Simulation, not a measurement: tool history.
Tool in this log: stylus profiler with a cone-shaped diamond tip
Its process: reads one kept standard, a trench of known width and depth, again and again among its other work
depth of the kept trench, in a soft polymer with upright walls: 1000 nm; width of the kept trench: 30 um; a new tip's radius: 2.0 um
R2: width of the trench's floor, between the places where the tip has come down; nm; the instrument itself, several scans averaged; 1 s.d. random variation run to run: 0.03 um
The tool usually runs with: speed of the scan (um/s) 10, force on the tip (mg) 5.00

{"run": 1, "hour": 0.0, "speed of the scan (um/s)": 10, "force on the tip (mg)": 5.0, "depth of the trench (nm)": 1022.49, "R2": 26520}
{"run": 2, "hour": 12.2, "speed of the scan (um/s)": 10, "force on the tip (mg)": 5.0, "depth of the trench (nm)": 1022.65, "R2": 26520}
{"run": 3, "hour": 22.0, "speed of the scan (um/s)": 4, "force on the tip (mg)": 5.0, "depth of the trench (nm)": 1022.71, "R2": 26450}
{"run": 4, "hour": 31.8, "speed of the scan (um/s)": 4, "force on the tip (mg)": 5.0, "depth of the trench (nm)": 1022.4, "R2": 26510}
{"run": 5, "hour": 40.2, "speed of the scan (um/s)": 9, "force on the tip (mg)": 5.0, "depth of the trench (nm)": 1022.49, "R2": 26460}
{"run": 6, "hour": 56.5, "speed of the scan (um/s)": 9, "force on the tip (mg)": 5.0, "depth of the trench (nm)": 1022.59, "R2": 26440}
{"run": 7, "hour": 65.6, "speed of the scan (um/s)": 9, "force on the tip (mg)": 5.0, "depth of the trench (nm)": 1022.62, "R2": 26430}
{"run": 8, "hour": 73.8, "speed of the scan (um/s)": 9, "force on the tip (mg)": 5.0, "depth of the trench (nm)": 1022.52, "R2": 26570}
{"run": 9, "hour": 83.6, "speed of the scan (um/s)": 9, "force on the tip (mg)": 5.0, "depth of the trench (nm)": 1022.66, "R2": 26450}
{"run": 10, "hour": 96.1, "speed of the scan (um/s)": 9, "force on the tip (mg)": 5.0, "depth of the trench (nm)": 1022.42, "R2": 26430}
{"run": 11, "hour": 109.6, "speed of the scan (um/s)": 9, "force on the tip (mg)": 5.0, "depth of the trench (nm)": 1022.6, "R2": 26420}
{"run": 12, "hour": 128.1, "speed of the scan (um/s)": 10, "force on the tip (mg)": 5.0, "depth of the trench (nm)": 1022.49, "R2": 26370}
{"run": 13, "hour": 138.8, "speed of the scan (um/s)": 10, "force on the tip (mg)": 5.0, "depth of the trench (nm)": 1022.54, "R2": 26430}
{"run": 14, "hour": 154.0, "speed of the scan (um/s)": 10, "force on the tip (mg)": 5.0, "depth of the trench (nm)": 1022.48, "R2": 26380}
{"run": 15, "hour": 172.7, "speed of the scan (um/s)": 10, "force on the tip (mg)": 5.56, "depth of the trench (nm)": 1024.3, "R2": 26350}
{"run": 16, "hour": 191.1, "speed of the scan (um/s)": 11, "force on the tip (mg)": 5.0, "depth of the trench (nm)": 1022.32, "R2": 26310}
{"run": 17, "hour": 201.6, "speed of the scan (um/s)": 22, "force on the tip (mg)": 8.92, "depth of the trench (nm)": 1033.13, "R2": 26250}
{"run": 18, "hour": 211.1, "speed of the scan (um/s)": 21, "force on the tip (mg)": 2.62, "depth of the trench (nm)": 1014.33, "R2": 26250}
{"run": 19, "hour": 224.8, "speed of the scan (um/s)": 19, "force on the tip (mg)": 2.62, "depth of the trench (nm)": 1014.54, "R2": 26290}
{"run": 20, "hour": 234.2, "speed of the scan (um/s)": 19, "force on the tip (mg)": 2.65, "depth of the trench (nm)": 1014.55, "R2": 26250}
{"run": 21, "hour": 246.4, "speed of the scan (um/s)": 2, "force on the tip (mg)": 1.9, "depth of the trench (nm)": 1011.58, "R2": 26320}
{"run": 22, "hour": 264.5, "speed of the scan (um/s)": 2, "force on the tip (mg)": 1.9, "depth of the trench (nm)": 1011.53, "R2": 26280}
{"run": 23, "hour": 281.4, "speed of the scan (um/s)": 2, "force on the tip (mg)": 12.27, "depth of the trench (nm)": 1040.94, "R2": 26310}
{"run": 24, "hour": 295.2, "speed of the scan (um/s)": 11, "force on the tip (mg)": 1.87, "depth of the trench (nm)": 1011.47, "R2": 26200}
{"run": 25, "hour": 307.9, "speed of the scan (um/s)": 11, "force on the tip (mg)": 1.87, "depth of the trench (nm)": 1011.53, "R2": 26220}
{"run": 26, "hour": 321.2, "speed of the scan (um/s)": 2, "force on the tip (mg)": 4.89, "depth of the trench (nm)": 1021.91, "R2": 26240}
{"run": 27, "hour": 338.1, "speed of the scan (um/s)": 19, "force on the tip (mg)": 3.6, "depth of the trench (nm)": 1017.69, "R2": 26160}
{"run": 28, "hour": 354.0, "speed of the scan (um/s)": 19, "force on the tip (mg)": 3.6, "depth of the trench (nm)": 1017.79, "R2": 26130}
{"run": 29, "hour": 364.5, "speed of the scan (um/s)": 5, "force on the tip (mg)": 14.88, "depth of the trench (nm)": 1046.47, "R2": 26180}
{"run": 30, "hour": 375.9, "speed of the scan (um/s)": 5, "force on the tip (mg)": 14.88, "depth of the trench (nm)": 1046.54, "R2": 26190}
{"run": 31, "hour": 385.5, "speed of the scan (um/s)": 5, "force on the tip (mg)": 14.88, "depth of the trench (nm)": 1046.44, "R2": 26170}
{"run": 32, "hour": 395.5, "speed of the scan (um/s)": 34, "force on the tip (mg)": 9.75, "depth of the trench (nm)": 1034.78, "R2": 26160}

Measured minus without-hidden-state, run by run (identical run-to-run variation in each term; gauge scatter may differ):
Hidden state present: radius of the tip, um; height scale over the true one, %; drift of the gauge itself on depth_nm, %; drift of the gauge itself on floor_um, %.
run=1 depth_of_the_trench_(nm)=+0.09 R2=+20
run=2 depth_of_the_trench_(nm)=+0.08 R2=+0
run=3 depth_of_the_trench_(nm)=+0.07 R2=-10
run=4 depth_of_the_trench_(nm)=+0.06 R2=-10
run=5 depth_of_the_trench_(nm)=+0.05 R2=-20
run=6 depth_of_the_trench_(nm)=+0.04 R2=-40
run=7 depth_of_the_trench_(nm)=+0.03 R2=-50
run=8 depth_of_the_trench_(nm)=+0.03 R2=-60
run=9 depth_of_the_trench_(nm)=+0.01 R2=-70
run=10 depth_of_the_trench_(nm)=+0.00 R2=-80
run=11 depth_of_the_trench_(nm)=-0.01 R2=-90
run=12 depth_of_the_trench_(nm)=-0.03 R2=-110
run=13 depth_of_the_trench_(nm)=-0.04 R2=-120
run=14 depth_of_the_trench_(nm)=-0.05 R2=-140
run=15 depth_of_the_trench_(nm)=-0.07 R2=-160
run=16 depth_of_the_trench_(nm)=-0.09 R2=-180
run=17 depth_of_the_trench_(nm)=-0.10 R2=-180
run=18 depth_of_the_trench_(nm)=-0.11 R2=-190
run=19 depth_of_the_trench_(nm)=-0.12 R2=-210
run=20 depth_of_the_trench_(nm)=-0.13 R2=-220
run=21 depth_of_the_trench_(nm)=-0.14 R2=-230
run=22 depth_of_the_trench_(nm)=-0.15 R2=-250
run=23 depth_of_the_trench_(nm)=-0.18 R2=-260
run=24 depth_of_the_trench_(nm)=-0.18 R2=-280
run=25 depth_of_the_trench_(nm)=-0.19 R2=-290
run=26 depth_of_the_trench_(nm)=-0.21 R2=-300
run=27 depth_of_the_trench_(nm)=-0.23 R2=-320
run=28 depth_of_the_trench_(nm)=-0.24 R2=-340
run=29 depth_of_the_trench_(nm)=-0.26 R2=-340
run=30 depth_of_the_trench_(nm)=-0.26 R2=-350
run=31 depth_of_the_trench_(nm)=-0.28 R2=-360
run=32 depth_of_the_trench_(nm)=-0.28 R2=-370

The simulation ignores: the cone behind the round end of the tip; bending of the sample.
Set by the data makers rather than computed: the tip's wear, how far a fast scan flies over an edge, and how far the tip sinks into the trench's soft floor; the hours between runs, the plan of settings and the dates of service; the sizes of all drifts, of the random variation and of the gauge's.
